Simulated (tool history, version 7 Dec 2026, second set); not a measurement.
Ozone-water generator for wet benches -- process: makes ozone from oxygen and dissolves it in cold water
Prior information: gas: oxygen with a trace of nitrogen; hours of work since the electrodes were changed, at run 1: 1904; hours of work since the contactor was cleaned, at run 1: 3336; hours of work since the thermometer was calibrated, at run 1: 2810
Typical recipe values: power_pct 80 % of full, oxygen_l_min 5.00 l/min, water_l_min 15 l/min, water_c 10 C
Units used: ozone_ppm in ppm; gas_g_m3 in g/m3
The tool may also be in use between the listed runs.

run    hour  power_pct  oxygen_l_min  water_l_min  water_c  hours of work since the electrodes were changed  hours of work since the contactor was cleaned  hours of work since the thermometer was calibrated  ozone_ppm  gas_g_m3
  1     0.0         80          5.00           15       10                                             1904                                           3336                                                2810       38.6     250.1
       44.7  -- water thermometer calibrated
  2   118.1         80          5.00           15        8                                             1996                                           3427                                                  57       39.6     254.3
  3   173.1         80          4.86           15       10                                             2038                                           3470                                                 100       38.2     255.2
  4   246.1         80          5.00           14       10                                             2095                                           3527                                                 156       41.1     248.9
  5   299.1         80          5.00           15       10                                             2136                                           3568                                                 197       38.9     250.3
  6   420.8         80          5.00           15       10                                             2230                                           3662                                                 292       38.9     251.1
  7   512.3         80          5.00           15       10                                             2301                                           3733                                                 363       38.8     250.9
  8   583.8         80          5.00           15       10                                             2357                                           3788                                                 418       38.9     251.3
  9   646.6         80          5.00           14       10                                             2405                                           3837                                                 467       41.4     252.3
 10   747.1         80          5.00           14       10                                             2483                                           3915                                                 545       40.3     251.3
 11   852.5         80          5.00           15       10                                             2565                                           3997                                                 627       38.8     253.6
 12   927.2         56          5.41           10       18                                             2623                                           4055                                                 684       34.4     186.1
 13   986.6         56          3.72           11       18                                             2669                                           4101                                                 731       31.7     217.7
 14  1054.9         56          3.72           11       18                                             2722                                           4154                                                 784       32.2     217.0
 15  1159.1         56          3.72           11       18                                             2803                                           4235                                                 864       32.1     217.6
 16  1250.5         74          2.59           17       15                                             2874                                           4306                                                 935       26.3     307.5
 17  1357.4         89          8.78            9       10                                             2957                                           4389                                                1018       58.9     220.8
 18  1475.5         52          8.78            9       12                                             3048                                           4480                                                1110       37.8     148.2
 19  1566.3         80          5.00           15        6                                             3119                                           4551                                                1180       41.0     254.3
 20  1642.1         80          5.00           15        6                                             3178                                           4609                                                1239       40.6     255.0
 21  1744.9         58          6.18           15       14                                             3257                                           4689                                                1319       29.7     182.0
 22  1856.3         94          2.56            9       15                                             3344                                           4775                                                1405       53.6     367.9

Each row is a separate what-if for the run after 22, all from the same tool condition, not one after another. Results?
  A  1978.9         80          5.00           23       10                                             3439                                           4871                                                1500          ?         ?
  B  1978.9         94          2.56            9       11                                             3439                                           4871                                                1500          ?         ?
  C  1978.9         80          8.67           15        8                                             3439                                           4871                                                1500          ?         ?

run  ozone_ppm  gas_g_m3
  A       25.7     256.3
  B       57.5     369.1
  C       42.3     204.1
Take away the tool's hidden state, keep each run's random variation, and the runs would have read:
run  ozone_ppm  gas_g_m3
  A       25.7     252.7
  B       57.5     364.0
  C       42.3     201.2
